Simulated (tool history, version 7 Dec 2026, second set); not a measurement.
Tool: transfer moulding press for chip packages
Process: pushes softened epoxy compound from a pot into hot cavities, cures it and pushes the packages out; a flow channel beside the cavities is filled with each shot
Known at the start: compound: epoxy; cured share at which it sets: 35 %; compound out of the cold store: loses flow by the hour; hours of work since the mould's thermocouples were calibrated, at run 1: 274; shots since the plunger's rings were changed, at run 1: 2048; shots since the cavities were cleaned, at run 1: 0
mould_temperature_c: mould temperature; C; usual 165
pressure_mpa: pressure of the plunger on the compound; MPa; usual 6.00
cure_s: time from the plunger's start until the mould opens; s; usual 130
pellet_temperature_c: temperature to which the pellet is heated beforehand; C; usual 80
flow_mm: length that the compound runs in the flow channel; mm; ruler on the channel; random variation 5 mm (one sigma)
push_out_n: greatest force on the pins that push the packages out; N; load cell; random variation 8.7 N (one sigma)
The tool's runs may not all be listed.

| run | day | mould_temperature_c | pressure_mpa | cure_s | pellet_temperature_c | hours of work since the mould's thermocouples were calibrated | shots since the plunger's rings were changed | shots since the cavities were cleaned | incoming compound's hours out of the cold store | flow_mm | push_out_n |
|---|---|---|---|---|---|---|---|---|---|---|---|
| 1 | 0.000 | 165 | 6.00 | 130 | 80 | 274 | 2048 | 0 | 43.0 | 634 | 373 |
| 2 | 0.658 | 165 | 6.00 | 126 | 80 | 284 | 2190 | 142 | 45.2 | 617 | 482 |
| 3 | 1.254 | 165 | 6.00 | 130 | 80 | 293 | 2318 | 270 | 44.2 | 620 | 528 |
| 4 | 1.771 | 165 | 6.00 | 130 | 80 | 300 | 2429 | 381 | 19.0 | 689 | 541 |
| 5 | 2.388 | 165 | 6.00 | 130 | 80 | 310 | 2561 | 513 | 32.4 | 646 | 600 |
| 6 | 2.946 | 165 | 6.00 | 126 | 80 | 318 | 2681 | 633 | 27.8 | 656 | 650 |
|  | 3.054 | cavities cleaned with cleaning compound and waxed |
| 7 | 3.629 | 165 | 6.00 | 130 | 74 | 327 | 2814 | 123 | 18.2 | 686 | 476 |
| 8 | 3.988 | 165 | 6.00 | 130 | 74 | 333 | 2891 | 200 | 36.2 | 642 | 528 |
| 9 | 4.688 | 165 | 6.00 | 130 | 74 | 343 | 3041 | 350 | 21.2 | 675 | 555 |
| 10 | 5.046 | 165 | 6.00 | 130 | 74 | 348 | 3119 | 428 | 47.2 | 615 | 562 |
| 11 | 5.533 | 165 | 6.00 | 130 | 85 | 356 | 3223 | 532 | 44.9 | 609 | 598 |
|  | 6.142 | cavities cleaned with cleaning compound and waxed |
| 12 | 6.146 | 165 | 6.00 | 130 | 85 | 364 | 3342 | 2 | 22.0 | 677 | 405 |
| 13 | 6.554 | 165 | 7.36 | 130 | 80 | 370 | 3429 | 89 | 32.7 | 710 | 447 |
|  | 7.017 | plunger's sealing rings changed |
| 14 | 7.212 | 165 | 6.00 | 130 | 80 | 378 | 43 | 208 | 44.8 | 631 | 513 |
| 15 | 7.558 | 164 | 6.00 | 163 | 80 | 383 | 117 | 282 | 39.1 | 657 | 482 |
| 16 | 7.850 | 164 | 6.00 | 163 | 80 | 388 | 180 | 345 | 28.7 | 688 | 494 |
| 17 | 8.308 | 164 | 6.00 | 163 | 80 | 395 | 279 | 444 | 31.5 | 675 | 547 |
| 18 | 8.758 | 172 | 6.00 | 123 | 80 | 401 | 375 | 540 | 42.8 | 626 | 529 |
| 19 | 9.121 | 160 | 5.45 | 123 | 80 | 407 | 452 | 617 | 40.2 | 634 | 938 |
|  | 9.271 | cavities cleaned with cleaning compound and waxed |
| 20 | 9.804 | 164 | 5.76 | 117 | 89 | 416 | 586 | 114 | 39.3 | 644 | 531 |
| 21 | 10.279 | 172 | 6.00 | 130 | 72 | 423 | 688 | 216 | 22.4 | 682 | 441 |
| 22 | 10.650 | 172 | 6.00 | 130 | 72 | 429 | 767 | 295 | 10.4 | 723 | 467 |
| 23 | 11.167 | 172 | 6.00 | 130 | 72 | 436 | 879 | 407 | 31.3 | 657 | 496 |
| 24 | 11.454 | 165 | 6.00 | 116 | 80 | 441 | 940 | 468 | 44.7 | 631 | 690 |
| 25 | 12.108 | 173 | 6.00 | 130 | 80 | 450 | 1081 | 609 | 18.2 | 686 | 558 |
|  | 12.296 | cavities cleaned with cleaning compound and waxed |
| 26 | 12.517 | 165 | 6.00 | 112 | 75 | 456 | 1155 | 47 | 31.3 | 672 | 541 |
| 27 | 12.900 | 168 | 6.00 | 134 | 80 | 461 | 1237 | 129 | 32.8 | 651 | 407 |
| 28 | 13.271 | 161 | 6.80 | 130 | 85 | 467 | 1317 | 209 | 15.5 | 774 | 658 |

Hidden state or all else? Some run-to-run changes of flow_mm, split into what the settings, what came in and random variation would give without the hidden state, and what is left for the hidden state (with any gauge scatter that isn't in both results):
The hidden state here: true mould temperature over the reading, C; pressure that reaches the compound, % of what is set; grip of the stained cavities, % over clean ones'; drift of the gauge itself on flow_mm, %; drift of the gauge itself on push_out_n, %.
Run 3 -> 4: no setting changed, nothing entered. flow_mm +69 mm: hidden state -4, all else +73.
Run 13 -> 14: pressure_mpa 7.36 -> 6.00, plunger's sealing rings changed. flow_mm -79 mm: hidden state +37, all else -116.
Run 27 -> 28: mould_temperature_c 168 -> 161, pressure_mpa 6.00 -> 6.80, cure_s 134 -> 130, pellet_temperature_c 80 -> 85. flow_mm +123 mm: hidden state -3, all else +126.
